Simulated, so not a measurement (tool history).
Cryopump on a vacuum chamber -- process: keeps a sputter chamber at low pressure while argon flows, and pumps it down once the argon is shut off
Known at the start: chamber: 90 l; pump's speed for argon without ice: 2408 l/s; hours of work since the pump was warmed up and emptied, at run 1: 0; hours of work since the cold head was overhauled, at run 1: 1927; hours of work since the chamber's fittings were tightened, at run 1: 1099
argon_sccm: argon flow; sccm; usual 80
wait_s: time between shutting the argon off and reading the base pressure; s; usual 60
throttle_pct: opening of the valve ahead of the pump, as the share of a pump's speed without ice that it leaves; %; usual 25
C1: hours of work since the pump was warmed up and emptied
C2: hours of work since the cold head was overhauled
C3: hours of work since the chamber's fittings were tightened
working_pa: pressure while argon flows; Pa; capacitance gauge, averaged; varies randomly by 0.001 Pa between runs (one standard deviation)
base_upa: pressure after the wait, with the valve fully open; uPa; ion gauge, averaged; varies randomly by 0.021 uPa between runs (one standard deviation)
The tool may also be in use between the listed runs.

Run 1, day 0: usual settings; C1 0; C2 1927; C3 1099. Result: working_pa 0.2251 Pa, base_upa 0.58 uPa.
Run 2, day 1.446: usual settings; C1 28; C2 1956; C3 1128. Result: working_pa 0.2264 Pa, base_upa 0.62 uPa.
Run 3, day 4.167: usual settings but wait_s 107 s; C1 82; C2 2009; C3 1181. Result: working_pa 0.2278 Pa, base_upa 0.49 uPa.
Run 4, day 5.883: usual settings but wait_s 107 s; C1 115; C2 2043; C3 1215. Result: working_pa 0.229 Pa, base_upa 0.53 uPa.
Run 5, day 7.3: usual settings but wait_s 107 s; C1 143; C2 2071; C3 1242. Result: working_pa 0.2298 Pa, base_upa 0.53 uPa.
Run 6, day 9.675: usual settings but wait_s 37 s; C1 190; C2 2117; C3 1289. Result: working_pa 0.2287 Pa, base_upa 0.77 uPa.
Run 7, day 11.692: usual settings but wait_s 37 s; C1 230; C2 2157; C3 1329. Result: working_pa 0.23 Pa, base_upa 0.78 uPa.
Run 8, day 14.842: usual settings but wait_s 37 s; C1 291; C2 2219; C3 1391. Result: working_pa 0.232 Pa, base_upa 0.88 uPa.
Run 9, day 16.188: usual settings but wait_s 37 s; C1 318; C2 2245; C3 1417. Result: working_pa 0.2317 Pa, base_upa 0.85 uPa.
Run 10, day 17.6: usual settings but wait_s 37 s; C1 346; C2 2273; C3 1445. Result: working_pa 0.2331 Pa, base_upa 0.87 uPa.
Run 11, day 19.796: usual settings but wait_s 37 s; C1 389; C2 2316; C3 1488. Result: working_pa 0.2355 Pa, base_upa 0.88 uPa.
Run 12, day 21.371: usual settings but wait_s 37 s; C1 420; C2 2347; C3 1519. Result: working_pa 0.237 Pa, base_upa 0.88 uPa.
Run 13, day 22.825: usual settings but wait_s 37 s; C1 448; C2 2375; C3 1547. Result: working_pa 0.2356 Pa, base_upa 0.88 uPa.
Run 14, day 25.796: usual settings but wait_s 37 s; C1 506; C2 2434; C3 1606. Result: working_pa 0.2373 Pa, base_upa 0.93 uPa.
Run 15, day 28.367: usual settings but wait_s 37 s; C1 557; C2 2484; C3 1656. Result: working_pa 0.2403 Pa, base_upa 0.91 uPa.
Run 16, day 31.183: usual settings but wait_s 37 s; C1 612; C2 2539; C3 1711. Result: working_pa 0.2404 Pa, base_upa 0.92 uPa.
Run 17, day 32.746: usual settings; C1 643; C2 2570; C3 1742. Result: working_pa 0.2399 Pa, base_upa 0.82 uPa.
Run 18, day 34.525: usual settings but argon_sccm 88 sccm, throttle_pct 45 %; C1 678; C2 2605; C3 1777. Result: working_pa 0.157 Pa, base_upa 0.83 uPa.
Run 19, day 37.388: usual settings but argon_sccm 96 sccm, wait_s 71 s, throttle_pct 22 %; C1 734; C2 2661; C3 1833. Result: working_pa 0.3301 Pa, base_upa 0.83 uPa.
Run 20, day 39.858: usual settings but argon_sccm 38 sccm, wait_s 63 s, throttle_pct 29 %; C1 783; C2 2710; C3 1882. Result: working_pa 0.1022 Pa, base_upa 0.86 uPa.
Run 21, day 41.679: usual settings but argon_sccm 38 sccm, wait_s 63 s, throttle_pct 29 %; C1 818; C2 2746; C3 1917. Result: working_pa 0.1054 Pa, base_upa 0.9 uPa.
Run 22, day 43.55: usual settings but argon_sccm 79 sccm, wait_s 34 s, throttle_pct 29 %; C1 855; C2 2782; C3 1954. Result: working_pa 0.2161 Pa, base_upa 1.15 uPa.
Run 23, day 44.917: usual settings but argon_sccm 65 sccm, wait_s 59 s; C1 882; C2 2809; C3 1981. Result: working_pa 0.2049 Pa, base_upa 0.95 uPa.
At day 46.967: pump warmed up, emptied and cooled again.
Run 24, day 47.554: usual settings but argon_sccm 65 sccm, wait_s 255 s, throttle_pct 24 %; C1 12; C2 2857; C3 2029. Result: working_pa 0.1914 Pa, base_upa 0.59 uPa.
Run 25, day 49.954: usual settings but throttle_pct 31 %; C1 59; C2 2904; C3 2076. Result: working_pa 0.1852 Pa, base_upa 0.74 uPa.
Run 26, day 52.254: usual settings but argon_sccm 73 sccm, wait_s 102 s, throttle_pct 45 %; C1 104; C2 2949; C3 2121. Result: working_pa 0.1177 Pa, base_upa 0.68 uPa.
Run 27, day 55.242: usual settings but argon_sccm 73 sccm, wait_s 102 s, throttle_pct 45 %; C1 162; C2 3008; C3 2180. Result: working_pa 0.1189 Pa, base_upa 0.7 uPa.
Run 28, day 57.238: usual settings but argon_sccm 73 sccm, wait_s 102 s, throttle_pct 45 %; C1 202; C2 3047; C3 2219. Result: working_pa 0.1192 Pa, base_upa 0.73 uPa.
Run 29, day 59.192: usual settings but argon_sccm 73 sccm, wait_s 102 s, throttle_pct 45 %; C1 240; C2 3085; C3 2257. Result: working_pa 0.1197 Pa, base_upa 0.7 uPa.
Run 30, day 62.288: usual settings but argon_sccm 51 sccm, wait_s 30 s, throttle_pct 40 %; C1 301; C2 3146; C3 2318. Result: working_pa 0.0954 Pa, base_upa 1.09 uPa.
Run 31, day 63.9: usual settings but argon_sccm 51 sccm, wait_s 30 s, throttle_pct 40 %; C1 332; C2 3178; C3 2350. Result: working_pa 0.0953 Pa, base_upa 1.05 uPa.
Run 32, day 66.746: usual settings but wait_s 189 s, throttle_pct 35 %; C1 388; C2 3234; C3 2405. Result: working_pa 0.1715 Pa, base_upa 0.76 uPa.
Run 33, day 69.475: usual settings but argon_sccm 37 sccm, wait_s 189 s, throttle_pct 42 %; C1 442; C2 3287; C3 2459. Result: working_pa 0.0659 Pa, base_upa 0.76 uPa.
Run 34, day 72.529: usual settings but argon_sccm 37 sccm, wait_s 189 s, throttle_pct 42 %; C1 502; C2 3347; C3 2519. Result: working_pa 0.0682 Pa, base_upa 0.79 uPa.

Had the tool no unlogged condition, and each run kept its random variation, what would the results have been?
Hidden state present: pump's speed, % of a pump's without ice; cold plate's temperature, K; leak into the chamber, uPa l/s; drift of the gauge itself on working_pa, %; drift of the gauge itself on base_upa, %.
run  working_pa  base_upa
  1      0.2244      0.37
  2      0.2252       0.4
  3      0.2253      0.25
  4      0.2259      0.29
  5      0.2261      0.28
  6      0.2239      0.51
  7      0.2243       0.5
  8      0.2247      0.57
  9      0.2237      0.54
 10      0.2245      0.55
 11      0.2257      0.54
 12      0.2263      0.54
 13      0.2243      0.53
 14      0.2244      0.54
 15      0.2258      0.51
 16      0.2241       0.5
 17      0.2227      0.38
 18      0.1366      0.36
 19      0.3054      0.35
 20      0.0915      0.34
 21      0.0939      0.37
 22       0.191      0.58
 23      0.1831      0.38
 24      0.1902      0.22
 25      0.1827      0.36
 26      0.1146      0.28
 27      0.1145      0.27
 28       0.114       0.3
 29      0.1137      0.24
 30      0.0902      0.62
 31      0.0896      0.57
 32      0.1611      0.22
 33      0.0604      0.22
 34      0.0619      0.22
